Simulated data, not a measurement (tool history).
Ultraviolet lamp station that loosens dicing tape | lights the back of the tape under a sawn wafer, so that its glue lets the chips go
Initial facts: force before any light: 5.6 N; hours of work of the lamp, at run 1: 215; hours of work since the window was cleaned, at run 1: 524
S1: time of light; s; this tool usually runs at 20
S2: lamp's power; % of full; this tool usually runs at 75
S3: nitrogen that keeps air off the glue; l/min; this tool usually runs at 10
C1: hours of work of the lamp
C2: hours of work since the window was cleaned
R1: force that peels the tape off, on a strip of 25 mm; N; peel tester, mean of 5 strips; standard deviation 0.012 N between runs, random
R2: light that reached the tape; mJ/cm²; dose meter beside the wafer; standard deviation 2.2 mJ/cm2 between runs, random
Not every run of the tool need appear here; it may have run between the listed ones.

run,day,S1,S2,S3,C1,C2,R1,R2
1,0,20,75,10,215,524,0.814,163
2,2.829,20,75,10,253,562,0.889,160
3,5.421,20,92,10,287,597,0.635,189
# day 7.121: window cleaned of glue's vapour
4,9.088,20,75,13,336,26,0.946,139
5,12.55,20,75,13,383,73,0.967,138
6,15.471,20,75,13,422,112,1.048,132
7,17.279,20,68,10,447,136,1.317,121
8,19.95,20,68,10,482,172,1.379,120
# day 21.912: window cleaned of glue's vapour, once more
9,23.362,20,68,10,528,19,0.927,150

Estimate the outcome of run 10 from the log above:
10,24.842,20,70,10,548,39,?,?

Run 10 measured R1 0.908 N, R2 158 mJ/cm².
With no hidden state in the tool, this same run would have given R1 0.639 N, R2 194 mJ/cm².

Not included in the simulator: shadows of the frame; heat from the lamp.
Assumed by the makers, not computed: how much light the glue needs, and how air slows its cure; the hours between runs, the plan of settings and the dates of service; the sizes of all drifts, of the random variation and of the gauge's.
